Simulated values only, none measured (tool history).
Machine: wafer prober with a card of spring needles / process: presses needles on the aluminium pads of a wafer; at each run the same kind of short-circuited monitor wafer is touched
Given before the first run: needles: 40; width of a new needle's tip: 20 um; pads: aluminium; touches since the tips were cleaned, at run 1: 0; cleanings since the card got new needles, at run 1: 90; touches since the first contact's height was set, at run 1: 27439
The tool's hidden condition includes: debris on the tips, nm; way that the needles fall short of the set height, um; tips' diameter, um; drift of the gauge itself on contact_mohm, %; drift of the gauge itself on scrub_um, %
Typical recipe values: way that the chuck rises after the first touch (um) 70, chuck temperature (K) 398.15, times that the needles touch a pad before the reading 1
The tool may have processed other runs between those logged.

run   hour  way that the chuck rises after the first touch (um)  chuck temperature (K)  times that the needles touch a pad before the reading  touches since the tips were cleaned  cleanings since the card got new needles  touches since the first contact's height was set  resistance of one needle with its contact and lead (mohm)  way that a needle slides on the pad (um)
  1      0                                                   70                 398.15                                                      1                                    0                                        90                                             27439                                                        246                                     12.61
      10.5  -- tips cleaned on abrasive film
      20.2  -- tips cleaned on abrasive film
  2   23.9                                                   70                 398.15                                                      3                                 1860                                        92                                             39115                                                        247                                      12.6
      30.4  -- tips cleaned on abrasive film
      40.8  -- tips cleaned on abrasive film
      51.4  -- tips cleaned on abrasive film
  3   53.9                                                   70                 398.15                                                      3                                 1184                                        95                                             53685                                                        247                                      12.5
      60.9  -- tips cleaned on abrasive film
      70.3  -- tips cleaned on abrasive film
      80.7  -- tips cleaned on abrasive film
  4   80.7                                                   70                 398.15                                                      3                                    0                                        98                                             66748                                                        244                                     12.49
      90.7  -- tips cleaned on abrasive film
     100.1  -- tips cleaned on abrasive film
  5  100.1                                                   70                 398.15                                                      3                                    0                                       100                                             76186                                                        248                                     12.55
     111.4  -- tips cleaned on abrasive film
     121.7  -- tips cleaned on abrasive film
  6  126.4                                                   70                 398.15                                                      3                                 2290                                       102                                             89023                                                        247                                     12.72
     131.4  -- tips cleaned on abrasive film
     141.4  -- tips cleaned on abrasive film
  7  142.3                                                   70                 398.15                                                      3                                  421                                       104                                             96740                                                        245                                     12.52
     152.6  -- tips cleaned on abrasive film
     162.7  -- tips cleaned on abrasive film
  8  166.7                                                   70                 398.15                                                      3                                 1978                                       106                                            108642                                                        247                                     12.45
     172.6  -- tips cleaned on abrasive film
     182.7  -- tips cleaned on abrasive film
       193  -- tips cleaned on abrasive film
  9  195.7                                                   70                 398.15                                                      3                                 1359                                       109                                            122791                                                        248                                     12.63
     203.5  -- tips cleaned on abrasive film
       215  -- tips cleaned on abrasive film
 10  221.5                                                   77                 354.15                                                      2                                 3224                                       111                                            135378                                                        235                                     13.82
     225.1  -- tips cleaned on abrasive film
     236.5  -- tips cleaned on abrasive film
     247.7  -- tips cleaned on abrasive film
 11  250.5                                                   77                 354.15                                                      2                                 1392                                       114                                            149474                                                        231                                        14
     257.3  -- tips cleaned on abrasive film
 12  265.9                                                   83                 385.15                                                      3                                 4215                                       115                                            157004                                                        238                                     14.95

Consider 3 possible next runs. They are alternatives, not a sequence: every one starts from the tool as it was left by run 12. What does each give?
     268.3  -- tips cleaned on abrasive film
     278.5  -- tips cleaned on abrasive film
  A  287.5                                                   70                 398.15                                                      1                                 4448                                       117                                            167558                                                          ?                                         ?
     268.3  -- tips cleaned on abrasive film
     278.5  -- tips cleaned on abrasive film
  B  287.5                                                   83                 301.15                                                      2                                 4448                                       117                                            167558                                                          ?                                         ?
     268.3  -- tips cleaned on abrasive film
     278.5  -- tips cleaned on abrasive film
  C  287.5                                                   89                 385.15                                                      3                                 4448                                       117                                            167558                                                          ?                                         ?

run  resistance of one needle with its contact and lead (mohm)  way that a needle slides on the pad (um)
  A                                                        244                                     12.66
  B                                                        222                                     14.79
  C                                                        243                                     16.21
Stripped of hidden state, with their random variation kept, the same runs would have yielded:
run  resistance of one needle with its contact and lead (mohm)  way that a needle slides on the pad (um)
  A                                                        243                                     12.67
  B                                                        222                                      14.8
  C                                                        243                                     16.21
